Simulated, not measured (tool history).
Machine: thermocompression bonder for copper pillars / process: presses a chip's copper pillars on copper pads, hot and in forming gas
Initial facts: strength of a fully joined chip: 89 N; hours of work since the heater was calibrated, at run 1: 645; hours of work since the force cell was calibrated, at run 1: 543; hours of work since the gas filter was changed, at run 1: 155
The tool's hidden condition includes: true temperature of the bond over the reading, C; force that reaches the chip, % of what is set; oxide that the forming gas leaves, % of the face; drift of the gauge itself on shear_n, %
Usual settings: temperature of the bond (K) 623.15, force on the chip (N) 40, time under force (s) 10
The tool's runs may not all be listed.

| run | day | temperature of the bond (K) | force on the chip (N) | time under force (s) | hours of work since the heater was calibrated | hours of work since the force cell was calibrated | hours of work since the gas filter was changed | force that shears a chip off (N) |
|---|---|---|---|---|---|---|---|---|
| 1 | 0 | 623.15 | 40 | 10 | 645 | 543 | 155 | 62.8 |
| 2 | 1.088 | 623.15 | 40 | 10 | 659 | 557 | 169 | 62.5 |
| 3 | 1.912 | 623.15 | 40 | 10 | 670 | 568 | 180 | 62.5 |
|  | 2.988 | forming gas filter changed |
| 4 | 3.054 | 623.15 | 40 | 10 | 684 | 582 | 1 | 64.6 |
| 5 | 4.2 | 623.15 | 40 | 10 | 699 | 597 | 16 | 64 |
| 6 | 5.262 | 623.15 | 40 | 10 | 713 | 611 | 30 | 64.6 |
| 7 | 6.225 | 623.15 | 40 | 10 | 725 | 624 | 42 | 64.1 |
| 8 | 7.304 | 623.15 | 40 | 9 | 739 | 638 | 56 | 62.8 |
| 9 | 8.296 | 607.15 | 40 | 10 | 752 | 651 | 69 | 59 |
| 10 | 9.375 | 607.15 | 40 | 10 | 766 | 665 | 83 | 59 |
| 11 | 10.338 | 651.15 | 40 | 10 | 779 | 677 | 96 | 71.4 |
| 12 | 11.062 | 623.15 | 40 | 10 | 788 | 687 | 105 | 63.5 |
| 13 | 12.208 | 603.15 | 40 | 10 | 803 | 701 | 120 | 57.5 |
| 14 | 12.812 | 603.15 | 40 | 10 | 811 | 709 | 128 | 57.1 |
| 15 | 13.446 | 603.15 | 40 | 10 | 819 | 718 | 136 | 57.3 |
| 16 | 14.604 | 603.15 | 40 | 10 | 834 | 733 | 151 | 57.2 |
| 17 | 15.417 | 603.15 | 40 | 10 | 845 | 743 | 162 | 57.2 |
| 18 | 15.946 | 603.15 | 40 | 10 | 852 | 750 | 168 | 57.1 |
| 19 | 16.896 | 653.15 | 40 | 10 | 864 | 762 | 181 | 71.1 |
| 20 | 17.367 | 653.15 | 40 | 10 | 870 | 769 | 187 | 71.3 |
|  | 17.858 | forming gas filter changed |
| 21 | 18.154 | 623.15 | 26 | 10 | 880 | 779 | 4 | 50.6 |
| 22 | 19.308 | 630.15 | 43 | 16 | 895 | 793 | 19 | 76.1 |
| 23 | 20.467 | 650.15 | 40 | 10 | 910 | 809 | 34 | 72.3 |
| 24 | 21.262 | 649.15 | 47 | 10 | 921 | 819 | 44 | 76 |
| 25 | 22.404 | 651.15 | 57 | 7 | 935 | 834 | 59 | 77.1 |
| 26 | 23.212 | 651.15 | 38 | 15 | 946 | 844 | 70 | 75.5 |
| 27 | 23.979 | 638.15 | 40 | 10 | 956 | 854 | 80 | 68.8 |
| 28 | 25.104 | 616.15 | 41 | 21 | 971 | 869 | 94 | 74 |
| 29 | 25.792 | 623.15 | 39 | 9 | 979 | 878 | 103 | 61.8 |
| 30 | 26.458 | 623.15 | 39 | 9 | 988 | 886 | 112 | 62.6 |
| 31 | 27.362 | 627.15 | 31 | 9 | 1000 | 898 | 124 | 55.8 |
| 32 | 28 | 645.15 | 28 | 7 | 1008 | 906 | 132 | 53 |
| 33 | 28.962 | 647.15 | 27 | 10 | 1021 | 919 | 144 | 58.4 |
| 34 | 29.675 | 623.15 | 27 | 10 | 1030 | 928 | 154 | 50.9 |
| 35 | 30.55 | 623.15 | 25 | 29 | 1041 | 940 | 165 | 65.4 |
| 36 | 31.071 | 651.15 | 25 | 6 | 1048 | 946 | 172 | 48.5 |
| 37 | 31.712 | 643.15 | 42 | 13 | 1056 | 955 | 180 | 74.5 |
| 38 | 32.371 | 645.15 | 32 | 13 | 1065 | 963 | 189 | 67 |
|  | 32.692 | forming gas filter changed |
| 39 | 33.262 | 623.15 | 31 | 5 | 1076 | 975 | 7 | 46.2 |
| 40 | 34.15 | 614.15 | 40 | 10 | 1088 | 986 | 19 | 62.9 |

Hidden state at the last listed run before each entry between runs and at the first one after, where it differs:
Between runs 3 and 4: forming gas filter changed (day 2.988)
  true temperature of the bond over the reading, C: 5.2 -> 5.3; force that reaches the chip, % of what is set: 102.4 -> 102.5; oxide that the forming gas leaves, % of the face: 3.53 -> 0.63
  the result without the hidden state subtracted from the measured one, force that shears a chip off (N): +0.5 -> +2.4
Between runs 20 and 21: forming gas filter changed (day 17.858)
  true temperature of the bond over the reading, C: 6.6 -> 6.7; oxide that the forming gas leaves, % of the face: 3.45 -> 0.66
  the result without the hidden state subtracted from the measured one, force that shears a chip off (N): +0.3 -> +3.1
Between runs 38 and 39: forming gas filter changed (day 32.692)
  true temperature of the bond over the reading, C: 8 -> 8.1; oxide that the forming gas leaves, % of the face: 3.49 -> 0.75
  the result without the hidden state subtracted from the measured one, force that shears a chip off (N): +1.4 -> +3.5

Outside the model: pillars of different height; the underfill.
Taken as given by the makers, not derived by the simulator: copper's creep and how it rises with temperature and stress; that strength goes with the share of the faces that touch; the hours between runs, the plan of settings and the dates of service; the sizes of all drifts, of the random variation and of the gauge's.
